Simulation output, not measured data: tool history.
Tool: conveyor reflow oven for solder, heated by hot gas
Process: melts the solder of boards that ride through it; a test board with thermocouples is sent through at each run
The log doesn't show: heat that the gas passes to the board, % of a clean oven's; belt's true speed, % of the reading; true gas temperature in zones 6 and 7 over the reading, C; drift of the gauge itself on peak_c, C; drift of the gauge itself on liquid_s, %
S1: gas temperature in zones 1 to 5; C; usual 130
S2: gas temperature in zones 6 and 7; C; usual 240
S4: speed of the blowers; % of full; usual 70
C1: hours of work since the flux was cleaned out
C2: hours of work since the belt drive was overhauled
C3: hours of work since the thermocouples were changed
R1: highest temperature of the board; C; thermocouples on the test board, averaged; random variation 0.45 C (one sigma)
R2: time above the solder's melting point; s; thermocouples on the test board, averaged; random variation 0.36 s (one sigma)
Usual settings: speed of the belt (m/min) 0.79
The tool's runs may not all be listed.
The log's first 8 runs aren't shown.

run 9 hour=82.7 | S1=144 S2=240 speed_of_the_belt_(m/min)=0.79 S4=70 | C1=266 C2=149 C3=386 | R1=216.1 R2=40.1
run 10 hour=90.4 | S1=130 S2=240 speed_of_the_belt_(m/min)=0.819 S4=70 | C1=270 C2=153 C3=389 | R1=210.7 R2=30.8
run 11 hour=98 | S1=130 S2=240 speed_of_the_belt_(m/min)=0.819 S4=70 | C1=274 C2=156 C3=393 | R1=210.4 R2=32.1
run 12 hour=106.4 | S1=130 S2=240 speed_of_the_belt_(m/min)=0.819 S4=70 | C1=278 C2=160 C3=397 | R1=210.3 R2=31
run 13 hour=114.2 | S1=130 S2=240 speed_of_the_belt_(m/min)=0.711 S4=70 | C1=282 C2=164 C3=401 | R1=216.2 R2=41.1
run 14 hour=126.4 | S1=130 S2=240 speed_of_the_belt_(m/min)=0.711 S4=70 | C1=288 C2=170 C3=407 | R1=216.5 R2=41.2
run 15 hour=137 | S1=130 S2=240 speed_of_the_belt_(m/min)=0.711 S4=76 | C1=293 C2=175 C3=412 | R1=217.6 R2=42.6
run 16 hour=145 | S1=121 S2=240 speed_of_the_belt_(m/min)=0.79 S4=70 | C1=297 C2=179 C3=416 | R1=209.8 R2=30.1
run 17 hour=156.6 | S1=121 S2=240 speed_of_the_belt_(m/min)=0.79 S4=70 | C1=302 C2=185 C3=422 | R1=209.7 R2=30
run 18 hour=169.5 | S1=121 S2=240 speed_of_the_belt_(m/min)=0.795 S4=70 | C1=309 C2=191 C3=428 | R1=208.8 R2=29.9
run 19 hour=176.9 | S1=145 S2=240 speed_of_the_belt_(m/min)=0.79 S4=84 | C1=312 C2=195 C3=432 | R1=218.5 R2=42
run 20 hour=183.9 | S1=140 S2=235 speed_of_the_belt_(m/min)=0.91 S4=57 | C1=316 C2=198 C3=435 | R1=200.9 R2=22.1
run 21 hour=189.2 | S1=130 S2=231 speed_of_the_belt_(m/min)=0.79 S4=54 | C1=318 C2=201 C3=438 | R1=199.8 R2=24.4
run 22 hour=195.6 | S1=130 S2=244 speed_of_the_belt_(m/min)=0.703 S4=79 | C1=321 C2=204 C3=441 | R1=221.7 R2=44.8
run 23 hour=205.4 | S1=119 S2=229 speed_of_the_belt_(m/min)=0.79 S4=70 | C1=326 C2=209 C3=445 | R1=200.3 R2=22.6
run 24 hour=216.3 | S1=130 S2=240 speed_of_the_belt_(m/min)=0.715 S4=70 | C1=331 C2=214 C3=451 | R1=216.9 R2=40.6
run 25 hour=227.4 | S1=130 S2=240 speed_of_the_belt_(m/min)=0.715 S4=70 | C1=337 C2=219 C3=456 | R1=215.6 R2=40.7
run 26 hour=233.4 | S1=130 S2=240 speed_of_the_belt_(m/min)=0.715 S4=70 | C1=340 C2=222 C3=459 | R1=214.9 R2=40.4
run 27 hour=243.3 | S1=130 S2=240 speed_of_the_belt_(m/min)=0.715 S4=70 | C1=345 C2=227 C3=464 | R1=216.6 R2=40.3
run 28 hour=249.8 | S1=143 S2=240 speed_of_the_belt_(m/min)=0.651 S4=70 | C1=348 C2=230 C3=467 | R1=222.3 R2=53.5
run 29 hour=262.5 | S1=130 S2=240 speed_of_the_belt_(m/min)=0.738 S4=57 | C1=354 C2=236 C3=473 | R1=210.7 R2=35.2
run 30 hour=275.4 | S1=122 S2=248 speed_of_the_belt_(m/min)=0.79 S4=70 | C1=360 C2=243 C3=479 | R1=216.2 R2=34.7

5 ways to go on from here, each from the tool as it stands after run 30. What would each give?
run A hour=285.5 | S1=143 S2=242 speed_of_the_belt_(m/min)=0.901 S4=70 | C1=365 C2=248 C3=484 | R1=? R2=?
run B hour=285.5 | S1=126 S2=248 speed_of_the_belt_(m/min)=0.79 S4=65 | C1=365 C2=248 C3=484 | R1=? R2=?
run C hour=285.5 | S1=130 S2=231 speed_of_the_belt_(m/min)=0.79 S4=70 | C1=365 C2=248 C3=484 | R1=? R2=?
run D hour=285.5 | S1=128 S2=229 speed_of_the_belt_(m/min)=0.79 S4=70 | C1=365 C2=248 C3=484 | R1=? R2=?
run E hour=285.5 | S1=130 S2=235 speed_of_the_belt_(m/min)=0.695 S4=70 | C1=365 C2=248 C3=484 | R1=? R2=?

run=A R1=210 R2=31.2
run=B R1=215 R2=35.1
run=C R1=204.6 R2=27.7
run=D R1=202.2 R2=25.2
run=E R1=212.9 R2=39.1
Without the tool's hidden state the same runs would have given:
run=A R1=215.3 R2=34.8
run=B R1=220.5 R2=38.6
run=C R1=209.5 R2=32.1
run=D R1=207.1 R2=30
run=E R1=217.4 R2=42.7
